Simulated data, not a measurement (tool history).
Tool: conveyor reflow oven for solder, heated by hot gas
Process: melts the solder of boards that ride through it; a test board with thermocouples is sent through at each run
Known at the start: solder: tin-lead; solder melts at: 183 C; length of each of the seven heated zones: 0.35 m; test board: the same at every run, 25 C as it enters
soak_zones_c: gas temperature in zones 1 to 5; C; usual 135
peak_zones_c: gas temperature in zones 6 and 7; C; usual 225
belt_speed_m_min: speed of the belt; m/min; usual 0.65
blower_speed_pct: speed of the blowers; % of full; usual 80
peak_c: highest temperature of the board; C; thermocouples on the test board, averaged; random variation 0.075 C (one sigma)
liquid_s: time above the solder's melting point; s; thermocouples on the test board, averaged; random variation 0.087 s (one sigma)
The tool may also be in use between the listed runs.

| run | hour | soak_zones_c | peak_zones_c | belt_speed_m_min | blower_speed_pct | peak_c | liquid_s |
|---|---|---|---|---|---|---|---|
| 1 | 0 | 135 | 225 | 0.65 | 80 | 212.06 | 44.77 |
| 2 | 4.8 | 135 | 225 | 0.65 | 80 | 212.26 | 44.98 |
| 3 | 13.5 | 135 | 225 | 0.65 | 80 | 212.16 | 44.83 |
| 4 | 20.6 | 135 | 225 | 0.65 | 80 | 212.17 | 44.91 |
| 5 | 27.5 | 135 | 225 | 0.65 | 80 | 212.13 | 44.81 |
| 6 | 33.6 | 135 | 225 | 0.65 | 80 | 212.12 | 44.74 |
| 7 | 40.1 | 135 | 225 | 0.65 | 80 | 212.13 | 44.73 |
| 8 | 46.9 | 135 | 225 | 0.65 | 80 | 211.96 | 44.8 |
| 9 | 55.3 | 135 | 225 | 0.65 | 80 | 212.09 | 44.78 |
| 10 | 63.6 | 135 | 225 | 0.65 | 80 | 212.03 | 44.64 |
| 11 | 69.8 | 135 | 225 | 0.65 | 80 | 212.01 | 44.72 |
| 12 | 76.6 | 135 | 225 | 0.65 | 80 | 212.06 | 44.63 |
| 13 | 82.2 | 135 | 225 | 0.629 | 80 | 212.85 | 47.09 |
|  | 86.9 | belt drive overhauled, speed set with a stopwatch |
| 14 | 90.9 | 135 | 225 | 0.741 | 80 | 208.01 | 35.75 |
| 15 | 98.4 | 135 | 225 | 0.741 | 80 | 207.97 | 35.77 |
| 16 | 103.9 | 135 | 225 | 0.741 | 80 | 208.13 | 35.83 |
| 17 | 107.9 | 135 | 225 | 0.741 | 80 | 208.13 | 35.68 |
| 18 | 115.6 | 126 | 237 | 0.65 | 77 | 220.07 | 47.73 |
| 19 | 119.9 | 126 | 237 | 0.65 | 77 | 220.19 | 47.64 |
|  | 124.4 | belt drive overhauled, speed set with a stopwatch, once more |
| 20 | 129.4 | 121 | 225 | 0.65 | 85 | 210.6 | 40.03 |
| 21 | 135.5 | 135 | 221 | 0.599 | 51 | 201.49 | 35.75 |
| 22 | 143.4 | 135 | 221 | 0.599 | 51 | 201.4 | 35.81 |
| 23 | 149.2 | 135 | 236 | 0.626 | 67 | 218.46 | 49.96 |
| 24 | 154.1 | 141 | 217 | 0.521 | 80 | 210.18 | 58.61 |
| 25 | 162.2 | 141 | 217 | 0.667 | 80 | 204.94 | 39.21 |
| 26 | 168.2 | 138 | 222 | 0.621 | 56 | 203.58 | 38.25 |
| 27 | 178 | 129 | 222 | 0.621 | 56 | 201.64 | 33.15 |
| 28 | 182.5 | 136 | 230 | 0.757 | 61 | 204.27 | 30.18 |
| 29 | 189.8 | 135 | 225 | 0.644 | 80 | 211.58 | 44.54 |
| 30 | 194.3 | 135 | 225 | 0.644 | 80 | 211.58 | 44.5 |
| 31 | 198.4 | 129 | 222 | 0.644 | 68 | 204.68 | 35.93 |
| 32 | 206.1 | 127 | 224 | 0.547 | 89 | 215.6 | 55.1 |

3 ways to go on from here, each from the tool as it stands after run 32. What would each give?
| A | 215.2 | 143 | 216 | 0.547 | 61 | ? | ? |
| B | 215.2 | 124 | 224 | 0.664 | 70 | ? | ? |
| C | 215.2 | 127 | 229 | 0.547 | 55 | ? | ? |

| run | peak_c | liquid_s |
|---|---|---|
| A | 204.63 | 48.54 |
| B | 205.12 | 33.52 |
| C | 211.21 | 48.54 |
Without the tool's hidden state the same runs would have given:
| run | peak_c | liquid_s |
|---|---|---|
| A | 205.07 | 49.61 |
| B | 206.46 | 35.21 |
| C | 211.99 | 49.61 |
